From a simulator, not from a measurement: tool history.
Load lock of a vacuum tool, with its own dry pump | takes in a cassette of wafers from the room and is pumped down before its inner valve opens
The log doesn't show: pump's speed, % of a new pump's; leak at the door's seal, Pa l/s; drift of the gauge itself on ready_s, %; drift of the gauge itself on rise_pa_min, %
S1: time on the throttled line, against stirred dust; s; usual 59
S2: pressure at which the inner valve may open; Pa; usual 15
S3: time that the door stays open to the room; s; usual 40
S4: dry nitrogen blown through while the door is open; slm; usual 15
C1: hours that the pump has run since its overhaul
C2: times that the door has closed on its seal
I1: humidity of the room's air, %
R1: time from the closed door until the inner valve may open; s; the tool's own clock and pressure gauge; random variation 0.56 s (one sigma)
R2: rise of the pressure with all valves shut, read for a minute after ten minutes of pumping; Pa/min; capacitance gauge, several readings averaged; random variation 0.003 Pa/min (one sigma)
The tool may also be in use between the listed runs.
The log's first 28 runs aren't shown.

run    hour  S1  S2   S3  S4     C1     C2    I1    R1     R2
 29  6771.8  59  20  137   8  19437  21289  43.2  86.5  0.175
 30  6995.8  58  20  137   8  19661  21564  47.0  84.9  0.182
 31  7332.2  58  20  203   8  19998  21978  42.2  84.2  0.203
 32  7576.3  58  20  203   8  20242  22279  43.8  84.9  0.206
 33  7841.2  58  20  203   8  20507  22604  46.1  84.4  0.201
 34  8092.4  34  20  156   8  20758  22913  47.4  64.3  0.203
 35  8260.3  34  20  156   8  20926  23120  46.0  64.2  0.205
 36  8631.3  33  26   47   6  21297  23577  46.5  62.3  0.182
 37  8855.6  64  26   47  16  21521  23852  44.5  89.1  0.171
 38  9133.3  59  15  107  12  21799  24194  44.7  87.0  0.200

3 ways to go on from here, each from the tool as it stands after run 38. What would each give?
  A  9394.2  59  15  107  36  22060  24515  41.6   ?   ?
  B  9394.2  54  15   40  15  22060  24515  47.0   ?   ?
  C  9394.2  60  11   40  41  22060  24515  46.4   ?   ?

run    R1     R2
  A  87.5  0.180
  B  83.0  0.175
  C  89.2  0.169
Without the tool's hidden state the same runs would have given:
run    R1     R2
  A  83.9  0.029
  B  79.2  0.026
  C  85.3  0.020
